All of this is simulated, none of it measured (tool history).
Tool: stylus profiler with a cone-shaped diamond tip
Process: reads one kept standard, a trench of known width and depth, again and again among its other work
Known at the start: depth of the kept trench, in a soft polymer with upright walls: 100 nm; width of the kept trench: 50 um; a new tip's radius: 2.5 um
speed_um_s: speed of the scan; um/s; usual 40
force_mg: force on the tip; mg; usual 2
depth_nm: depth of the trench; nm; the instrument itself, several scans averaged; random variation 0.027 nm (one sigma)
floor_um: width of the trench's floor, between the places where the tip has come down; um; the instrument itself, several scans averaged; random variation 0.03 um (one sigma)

run	hour	speed_um_s	force_mg	depth_nm	floor_um
1	0	40	2	100.64	48.22
2	20.5	11	2	100.67	48.34
3	32.9	11	2	100.6	48.4
4	44.7	11	2	100.63	48.37
5	65.2	11	2	100.65	48.38
6	83.7	40	2	100.62	48.18
7	98.9	40	4.11	100.92	48.25
8	114.6	40	4.11	100.99	48.29
9	142.6	95	2.69	100.74	47.94
10	157.1	99	1.05	100.51	47.65
11	184.3	11	3.75	100.97	48.36
12	209.9	11	1.2	100.51	48.35
13	226	27	4.23	101.04	48.26
14	246.1	27	4.23	101	48.25

Forecast each of these 4 alternatives for the next run:
A	274.2	27	5.23	?	?
B	274.2	73	3.04	?	?
C	274.2	25	2.13	?	?
D	274.2	25	1.49	?	?

run	depth_nm	floor_um
A	101.19	48.31
B	100.9	48.05
C	100.71	48.23
D	100.57	48.25
Without the tool's hidden state the same runs would have given:
run	depth_nm	floor_um
A	101.03	48.55
B	100.75	48.29
C	100.55	48.47
D	100.41	48.49
